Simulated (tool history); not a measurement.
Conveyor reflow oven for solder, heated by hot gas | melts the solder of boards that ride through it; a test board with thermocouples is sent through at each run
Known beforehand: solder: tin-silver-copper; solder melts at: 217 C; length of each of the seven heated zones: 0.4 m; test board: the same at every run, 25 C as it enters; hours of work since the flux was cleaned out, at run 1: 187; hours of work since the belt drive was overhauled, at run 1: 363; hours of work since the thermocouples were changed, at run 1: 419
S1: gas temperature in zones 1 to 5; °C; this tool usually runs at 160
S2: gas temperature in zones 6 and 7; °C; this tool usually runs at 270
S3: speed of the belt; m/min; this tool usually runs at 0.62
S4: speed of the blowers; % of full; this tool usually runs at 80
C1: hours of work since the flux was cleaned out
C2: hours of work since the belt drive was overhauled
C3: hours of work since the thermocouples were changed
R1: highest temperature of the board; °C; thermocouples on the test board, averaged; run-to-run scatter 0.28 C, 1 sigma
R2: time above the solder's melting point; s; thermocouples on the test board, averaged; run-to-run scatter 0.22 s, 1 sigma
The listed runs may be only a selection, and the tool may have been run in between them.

run,hour,S1,S2,S3,S4,C1,C2,C3,R1,R2
1,0,160,270,0.62,80,187,363,419,254.2,54
2,17,160,270,0.62,80,196,373,429,253.8,54
3,35.9,160,270,0.62,80,207,384,439,253.5,54
4,56.4,160,270,0.576,80,219,396,451,256.1,60.9
5,84.2,160,270,0.62,65,235,412,467,249.7,50.2
6,120.9,160,270,0.62,80,256,433,488,253.4,54.1
7,153.2,160,270,0.62,80,275,451,507,253.3,53.6
8,184.2,160,270,0.62,80,292,469,525,252.7,53.6
# hour 198.7: flux residue cleaned out of gas plates and filters
9,210.7,160,268,0.62,80,7,481,537,254.2,55.4
# hour 217: belt drive overhauled, speed set with a stopwatch
10,249.6,160,268,0.62,82,27,19,557,254.7,55.1
11,270.7,160,268,0.62,82,39,31,569,254.3,55.6
12,304.8,160,268,0.62,82,59,50,589,254.4,55.3
13,332.5,160,270,0.62,80,75,66,605,255.1,56.1
14,361.8,160,270,0.62,80,91,83,621,255.1,55.8
# hour 402: belt drive overhauled, speed set with a stopwatch, once more
15,403.6,160,270,0.62,80,113,1,643,255.1,55.3
16,426.3,160,270,0.674,59,126,14,656,245.9,42
17,448.4,160,270,0.674,59,139,27,669,245.8,42.1
18,484.6,160,270,0.674,59,159,47,689,245.9,41.7
19,514.7,169,262,0.696,80,177,65,707,245.3,44.4
20,535.2,169,262,0.696,80,189,76,719,245.1,43.8
21,561.7,148,266,0.661,86,204,92,734,247.5,43.1
22,602.3,153,266,0.706,86,227,115,757,245.4,39.5
23,618.9,160,267,0.621,80,237,124,767,251.3,52.6
24,636.1,160,267,0.621,80,246,134,776,251.9,52.3
25,669.4,166,279,0.62,54,266,153,796,255.5,56.1
26,695.9,163,270,0.62,80,281,169,811,254,55.4
# hour 730.7: flux residue cleaned out of gas plates and filters
27,732,163,268,0.682,81,1,186,829,253,50

Run 28 comes next. What will it give?
28,761.8,163,268,0.682,81,18,204,846,?,?

Run 28 measured R1 253.5 °C, R2 49.6 s.
With the hidden condition absent and the run-to-run variation left alone, this run would have shown R1 250.7 °C, R2 47.7 s.

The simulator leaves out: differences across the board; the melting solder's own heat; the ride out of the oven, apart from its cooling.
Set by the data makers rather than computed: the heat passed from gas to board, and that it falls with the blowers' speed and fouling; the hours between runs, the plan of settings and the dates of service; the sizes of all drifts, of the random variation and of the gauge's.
